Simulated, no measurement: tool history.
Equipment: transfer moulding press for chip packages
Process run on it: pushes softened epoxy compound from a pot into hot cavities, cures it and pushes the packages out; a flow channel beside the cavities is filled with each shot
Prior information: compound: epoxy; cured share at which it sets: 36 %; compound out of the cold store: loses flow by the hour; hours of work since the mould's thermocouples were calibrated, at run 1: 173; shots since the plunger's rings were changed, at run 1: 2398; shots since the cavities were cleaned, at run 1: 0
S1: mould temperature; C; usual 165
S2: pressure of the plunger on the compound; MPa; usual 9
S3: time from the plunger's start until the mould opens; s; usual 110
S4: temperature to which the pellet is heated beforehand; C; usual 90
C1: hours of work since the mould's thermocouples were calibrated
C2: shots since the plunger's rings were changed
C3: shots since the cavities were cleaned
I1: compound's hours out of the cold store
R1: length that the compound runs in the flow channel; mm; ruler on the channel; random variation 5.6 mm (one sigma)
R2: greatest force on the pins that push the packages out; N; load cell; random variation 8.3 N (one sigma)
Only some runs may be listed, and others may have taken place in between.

run    hour   S1     S2   S3  S4   C1    C2   C3    I1   R1   R2
  1       0  165      9  110  90  173  2398    0  14.7  863  381
       53.2  -- cavities cleaned with cleaning compound and waxed
  2    80.7  165    7.6  110  90  231  3430  358  33.8  713  543
      106.8  -- cavities cleaned with cleaning compound and waxed
  3   130.4  165  10.23  110  90  267  4059  307  12.1  903  572
      160.3  -- cavities cleaned with cleaning compound and waxed
  4   181.4  165  10.23  110  90  303  4704  275  13.4  891  544
      218.9  -- cavities cleaned with cleaning compound and waxed
  5   234.4  165      9  110  90  341  5376  203  21.4  782  495
      272.6  -- cavities cleaned with cleaning compound and waxed
      306.5  -- plunger's sealing rings changed
  6   322.7  165      9  110  90  403   212  621  35.8  811  649
      332.6  -- cavities cleaned with cleaning compound and waxed
  7   372.1  165      9  110  84  438   836  515  35.7  802  636
        389  -- cavities cleaned with cleaning compound and waxed
      443.8  -- cavities cleaned with cleaning compound and waxed
  8   449.8  165      9  110  84  493  1809   78  13.7  887  404
      501.4  -- cavities cleaned with cleaning compound and waxed
  9   511.2  165   8.89  110  90  537  2589  126  14.8  845  454
      560.5  -- cavities cleaned with cleaning compound and waxed
 10   561.2  165   8.89  110  90  572  3222    8  25.7  808  352
      614.8  -- cavities cleaned with cleaning compound and waxed
 11   645.5  169      9  110  90  633  4302  401  12.3  828  517
      673.2  -- cavities cleaned with cleaning compound and waxed
 12   707.6  169      9  110  90  678  5091  448  42.3  705  529
      728.6  -- cavities cleaned with cleaning compound and waxed
      735.1  -- mould's thermocouples calibrated
        788  -- cavities cleaned with cleaning compound and waxed
 13   794.2  165    9.3   96  92   42  6154   80  26.1  770  506
      808.7  -- plunger's sealing rings changed
      844.3  -- cavities cleaned with cleaning compound and waxed
 14   849.5  165    9.3   96  92   80   512   68  42.8  795  506
      900.6  -- cavities cleaned with cleaning compound and waxed
 15   941.4  171   9.84   96  95  146  1691  532  32.5  826  573
      959.4  -- cavities cleaned with cleaning compound and waxed
 16  1002.4  163      9  100  90  190  2467  561    44  753  789
     1019.5  -- cavities cleaned with cleaning compound and waxed
 17  1043.4  165   9.91  117  90  219  2981  312  15.9  892  546
     1074.9  -- cavities cleaned with cleaning compound and waxed
 18  1118.3  167   9.91  117  90  273  3938  565  37.5  782  565
     1129.7  -- cavities cleaned with cleaning compound and waxed
 19  1161.8  167   9.91  129  94  304  4485  418  47.9  738  524
     1182.9  -- cavities cleaned with cleaning compound and waxed
     1240.2  -- cavities cleaned with cleaning compound and waxed
 20  1249.4  160   8.96  110  98  366  5588  120  38.9  734  508
     1298.6  -- cavities cleaned with cleaning compound and waxed
       1309  -- plunger's sealing rings changed
 21    1331  168   9.52   97  90  423   287  391  27.8  854  566
     1354.9  -- cavities cleaned with cleaning compound and waxed
 22  1378.7  168   9.52   97  90  457   888  310  45.6  773  567
     1411.8  -- cavities cleaned with cleaning compound and waxed
 23  1456.1  161   9.52  104  84  513  1878  578  29.4  851  797
     1471.5  -- cavities cleaned with cleaning compound and waxed
       1527  -- cavities cleaned with cleaning compound and waxed
 24  1545.9  170      7  123  87  577  3009  246  26.4  701  460

Forecast each of these 5 alternatives for the next run:
     1580.8  -- cavities cleaned with cleaning compound and waxed
  A  1625.2  163  7.87  123  96  634  4023  578  28.6   ?   ?
     1580.8  -- cavities cleaned with cleaning compound and waxed
  B  1625.2  170     7  109  87  634  4023  578  29.3   ?   ?
     1580.8  -- cavities cleaned with cleaning compound and waxed
  C  1625.2  165  9.52  110  90  634  4023  578  44.9   ?   ?
     1580.8  -- cavities cleaned with cleaning compound and waxed
  D  1625.2  165     9  107  91  634  4023  578    23   ?   ?
     1580.8  -- cavities cleaned with cleaning compound and waxed
  E  1625.2  161  9.86  123  89  634  4023  578  21.4   ?   ?

run   R1   R2
  A  727  608
  B  678  565
  C  751  625
  D  799  644
  E  853  670
Take away the tool's hidden state, keep each run's random variation, and the runs would have read:
run   R1   R2
  A  788  343
  B  733  314
  C  813  356
  D  865  367
  E  924  386
